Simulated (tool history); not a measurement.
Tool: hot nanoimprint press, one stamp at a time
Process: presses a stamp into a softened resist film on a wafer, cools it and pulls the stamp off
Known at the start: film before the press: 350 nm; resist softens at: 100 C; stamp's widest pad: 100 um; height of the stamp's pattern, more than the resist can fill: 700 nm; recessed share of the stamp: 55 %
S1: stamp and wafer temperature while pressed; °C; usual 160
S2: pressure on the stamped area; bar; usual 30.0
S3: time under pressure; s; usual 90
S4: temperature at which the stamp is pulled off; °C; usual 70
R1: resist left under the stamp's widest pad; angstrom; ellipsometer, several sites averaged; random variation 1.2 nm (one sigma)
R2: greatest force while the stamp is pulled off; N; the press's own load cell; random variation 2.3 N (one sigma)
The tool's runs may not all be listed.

| run | hour | S1 | S2 | S3 | S4 | R1 | R2 |
|---|---|---|---|---|---|---|---|
| 1 | 0.0 | 160 | 30.0 | 90 | 70 | 1751 | 103 |
|  | 28.1 | stamp cleaned and given a new release coat |
| 2 | 31.3 | 160 | 30.0 | 90 | 70 | 1756 | 102 |
| 3 | 78.5 | 160 | 30.0 | 90 | 70 | 1724 | 103 |
| 4 | 105.8 | 160 | 30.0 | 90 | 70 | 1733 | 105 |
| 5 | 141.2 | 160 | 30.0 | 180 | 70 | 1371 | 99 |
| 6 | 170.2 | 164 | 30.0 | 90 | 70 | 1442 | 105 |
|  | 179.2 | stamp cleaned and given a new release coat |
|  | 197.8 | plate thermocouple calibrated |
| 7 | 211.3 | 160 | 30.0 | 90 | 67 | 1743 | 110 |
| 8 | 236.5 | 160 | 30.0 | 90 | 67 | 1728 | 109 |
| 9 | 275.8 | 156 | 22.9 | 90 | 74 | 2312 | 87 |

The next listed run, before its measurement:
| 10 | 319.4 | 166 | 22.1 | 106 | 70 | ? | ? |

Run 10 gave R1 1461 angstrom, R2 105 N.
Without the tool's hidden state the same run would have given R1 1461 angstrom, R2 104 N.

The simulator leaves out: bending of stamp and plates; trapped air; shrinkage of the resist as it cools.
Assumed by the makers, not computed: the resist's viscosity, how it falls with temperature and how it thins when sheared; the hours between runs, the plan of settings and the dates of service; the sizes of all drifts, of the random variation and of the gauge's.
